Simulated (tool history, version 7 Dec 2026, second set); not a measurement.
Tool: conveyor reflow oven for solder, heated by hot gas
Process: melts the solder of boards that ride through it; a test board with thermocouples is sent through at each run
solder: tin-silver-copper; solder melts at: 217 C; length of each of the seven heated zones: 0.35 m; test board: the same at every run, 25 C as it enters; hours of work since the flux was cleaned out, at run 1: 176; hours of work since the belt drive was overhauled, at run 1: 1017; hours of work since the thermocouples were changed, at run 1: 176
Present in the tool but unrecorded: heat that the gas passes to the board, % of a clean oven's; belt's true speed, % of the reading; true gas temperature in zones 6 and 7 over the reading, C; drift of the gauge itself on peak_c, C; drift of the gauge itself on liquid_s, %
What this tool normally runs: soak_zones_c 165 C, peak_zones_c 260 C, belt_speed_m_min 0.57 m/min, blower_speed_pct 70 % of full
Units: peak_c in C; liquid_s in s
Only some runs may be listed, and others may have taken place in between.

run	hour	soak_zones_c	peak_zones_c	belt_speed_m_min	blower_speed_pct	hours of work since the flux was cleaned out	hours of work since the belt drive was overhauled	hours of work since the thermocouples were changed	peak_c	liquid_s
1	0	165	260	0.57	70	176	1017	176	242.2	44.5
2	67.7	165	260	0.57	70	206	1047	206	241.4	44.6
3	110.9	165	274	0.57	70	225	1066	225	254.5	54.5
4	168.9	165	260	0.57	70	250	1091	250	242.2	43.9
5	248	165	260	0.57	70	285	1126	285	241.5	43.9
6	314.3	165	260	0.57	70	314	1155	314	241.5	43.2
7	410	165	260	0.57	70	356	1197	356	241.7	42.4
8	469.2	165	260	0.57	70	382	1223	382	241	42.4
9	553	156	260	0.57	70	419	1260	419	238.7	37.5
10	639.5	165	260	0.554	70	457	1298	457	241.3	44
# hour 652.1: flux residue cleaned out of gas plates and filters
11	718.8	150	257	0.57	65	29	1331	489	231	25.4
12	794.3	160	255	0.57	70	62	1364	523	232.6	30.8
13	857.4	165	253	0.613	70	90	1392	550	229.4	23.5
# hour 918.7: thermocouples of zones 6 and 7 changed
14	918.7	157	248	0.613	70	116	1418	0	221.6	9.1
15	1002.8	157	248	0.613	70	153	1455	37	221.4	9.3
# hour 1065.5: flux residue cleaned out of gas plates and filters, once more
16	1104.7	165	260	0.53	84	17	1497	80	249.6	58.1
17	1202.2	178	274	0.523	57	60	1540	122	258	67.4
18	1280.4	161	274	0.675	57	94	1574	157	242.9	35.9
# hour 1292: belt drive overhauled, speed set with a stopwatch
19	1327.1	171	274	0.507	57	113	15	175	256.8	64.2

Forecast each of these 3 alternatives for the next run:
A	1388.7	168	260	0.556	90	140	42	203	?	?
B	1388.7	171	260	0.591	70	140	42	203	?	?
C	1388.7	164	249	0.67	70	140	42	203	?	?

run	peak_c	liquid_s
A	248.3	52.8
B	242.5	43.8
C	227.6	19.3
With the hidden condition removed and each run's random variation left untouched, the same runs would have given:
run	peak_c	liquid_s
A	248.8	53.7
B	243	44.8
C	228.4	20.9
